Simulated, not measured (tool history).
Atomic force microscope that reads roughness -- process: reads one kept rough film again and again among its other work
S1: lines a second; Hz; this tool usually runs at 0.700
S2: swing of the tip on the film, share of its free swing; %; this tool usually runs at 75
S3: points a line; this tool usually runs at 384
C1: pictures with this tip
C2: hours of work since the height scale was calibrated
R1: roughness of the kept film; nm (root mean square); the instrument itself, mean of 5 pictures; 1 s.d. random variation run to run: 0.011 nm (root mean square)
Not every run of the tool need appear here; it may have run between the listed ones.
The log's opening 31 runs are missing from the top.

{"hour": 312.7, "done": "new tip fitted"}
{"run": 32, "hour": 314.5, "S1": 3.876, "S2": 70, "S3": 289, "C1": 3, "C2": 478, "R1": 2.357}
{"run": 33, "hour": 321.6, "S1": 1.09, "S2": 58, "S3": 384, "C1": 15, "C2": 482, "R1": 2.605}
{"run": 34, "hour": 334.0, "S1": 1.09, "S2": 58, "S3": 384, "C1": 36, "C2": 491, "R1": 2.524}
{"run": 35, "hour": 340.9, "S1": 1.202, "S2": 75, "S3": 698, "C1": 48, "C2": 496, "R1": 2.43}
{"run": 36, "hour": 352.3, "S1": 1.202, "S2": 63, "S3": 396, "C1": 68, "C2": 504, "R1": 2.445}
{"run": 37, "hour": 362.6, "S1": 3.184, "S2": 65, "S3": 384, "C1": 86, "C2": 511, "R1": 2.297}
{"run": 38, "hour": 370.3, "S1": 0.944, "S2": 85, "S3": 351, "C1": 99, "C2": 517, "R1": 2.273}
{"run": 39, "hour": 378.6, "S1": 0.61, "S2": 69, "S3": 384, "C1": 113, "C2": 522, "R1": 2.355}
{"hour": 385.0, "done": "new tip fitted"}
{"run": 40, "hour": 387.2, "S1": 0.872, "S2": 77, "S3": 979, "C1": 3, "C2": 528, "R1": 2.54}
{"run": 41, "hour": 397.8, "S1": 1.397, "S2": 64, "S3": 916, "C1": 22, "C2": 535, "R1": 2.537}
{"run": 42, "hour": 404.4, "S1": 1.78, "S2": 59, "S3": 754, "C1": 33, "C2": 540, "R1": 2.525}
{"run": 43, "hour": 415.8, "S1": 2.228, "S2": 84, "S3": 754, "C1": 53, "C2": 548, "R1": 2.239}
{"run": 44, "hour": 427.9, "S1": 2.228, "S2": 84, "S3": 754, "C1": 74, "C2": 556, "R1": 2.207}
{"run": 45, "hour": 439.4, "S1": 2.228, "S2": 84, "S3": 754, "C1": 93, "C2": 565, "R1": 2.145}
{"run": 46, "hour": 448.7, "S1": 2.228, "S2": 84, "S3": 754, "C1": 109, "C2": 571, "R1": 2.116}
{"hour": 456.8, "done": "new tip fitted"}
{"run": 47, "hour": 457.5, "S1": 0.7, "S2": 75, "S3": 309, "C1": 1, "C2": 577, "R1": 2.559}
{"run": 48, "hour": 467.5, "S1": 0.7, "S2": 75, "S3": 561, "C1": 18, "C2": 584, "R1": 2.545}
{"run": 49, "hour": 479.6, "S1": 0.7, "S2": 75, "S3": 561, "C1": 39, "C2": 592, "R1": 2.497}
{"run": 50, "hour": 492.4, "S1": 0.7, "S2": 75, "S3": 561, "C1": 61, "C2": 601, "R1": 2.476}
{"run": 51, "hour": 504.9, "S1": 0.7, "S2": 75, "S3": 561, "C1": 83, "C2": 610, "R1": 2.4}
{"run": 52, "hour": 512.2, "S1": 0.7, "S2": 75, "S3": 637, "C1": 95, "C2": 615, "R1": 2.385}
{"run": 53, "hour": 517.7, "S1": 1.744, "S2": 81, "S3": 637, "C1": 105, "C2": 619, "R1": 2.202}

Predict each of these 4 candidate next runs independently; none follows another, all start after run 53:
{"hour": 528.7, "done": "new tip fitted"}
{"run": "A", "hour": 530.7, "S1": 0.602, "S2": 75, "S3": 984, "C1": 3, "C2": 628, "R1": "?"}
{"hour": 528.7, "done": "new tip fitted"}
{"run": "B", "hour": 530.7, "S1": 3.412, "S2": 79, "S3": 285, "C1": 3, "C2": 628, "R1": "?"}
{"hour": 528.7, "done": "new tip fitted"}
{"run": "C", "hour": 530.7, "S1": 3.598, "S2": 81, "S3": 361, "C1": 3, "C2": 628, "R1": "?"}
{"hour": 528.7, "done": "new tip fitted"}
{"run": "D", "hour": 530.7, "S1": 0.73, "S2": 75, "S3": 281, "C1": 3, "C2": 628, "R1": "?"}

run=A R1=2.595
run=B R1=2.262
run=C R1=2.201
run=D R1=2.543
Had the tool no hidden state, the same runs would have come out as:
run=A R1=2.595
run=B R1=2.262
run=C R1=2.201
run=D R1=2.543
